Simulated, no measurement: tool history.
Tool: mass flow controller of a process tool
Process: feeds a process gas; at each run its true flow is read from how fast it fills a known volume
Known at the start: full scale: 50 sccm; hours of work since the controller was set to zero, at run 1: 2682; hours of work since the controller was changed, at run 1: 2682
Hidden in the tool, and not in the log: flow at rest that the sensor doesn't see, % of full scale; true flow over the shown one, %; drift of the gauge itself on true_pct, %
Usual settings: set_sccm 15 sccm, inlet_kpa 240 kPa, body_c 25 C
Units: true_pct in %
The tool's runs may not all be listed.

run	hour	set_sccm	inlet_kpa	body_c	hours of work since the controller was set to zero	hours of work since the controller was changed	true_pct
1	0.0	15	240	25	2682	2682	95.82
2	279.3	14	240	25	2833	2833	95.54
3	534.3	15	240	25	2971	2971	95.51
4	652.5	15	240	25	3035	3035	95.59
5	930.6	15	240	25	3185	3185	95.44
6	1201.5	15	240	25	3331	3331	95.48
7	1398.5	15	146	25	3437	3437	95.91
8	1567.0	15	240	38	3528	3528	94.42
9	1748.0	15	240	38	3626	3626	94.28
10	1894.6	15	148	38	3705	3705	94.91
11	2140.1	15	148	38	3838	3838	94.70
12	2346.7	15	163	33	3949	3949	94.91
13	2462.1	39	240	25	4011	4011	97.31
# hour 2482.7: controller's zero set anew
14	2666.7	31	266	23	99	4122	96.20
15	2799.8	31	266	23	171	4193	96.20

Run 16 comes next. What will it give?
16	2929.3	31	266	23	241	4263	?

{"run 16": {"true_pct": 96.11}}
Without the tool's hidden state the same run would have given true_pct 98.64 %.

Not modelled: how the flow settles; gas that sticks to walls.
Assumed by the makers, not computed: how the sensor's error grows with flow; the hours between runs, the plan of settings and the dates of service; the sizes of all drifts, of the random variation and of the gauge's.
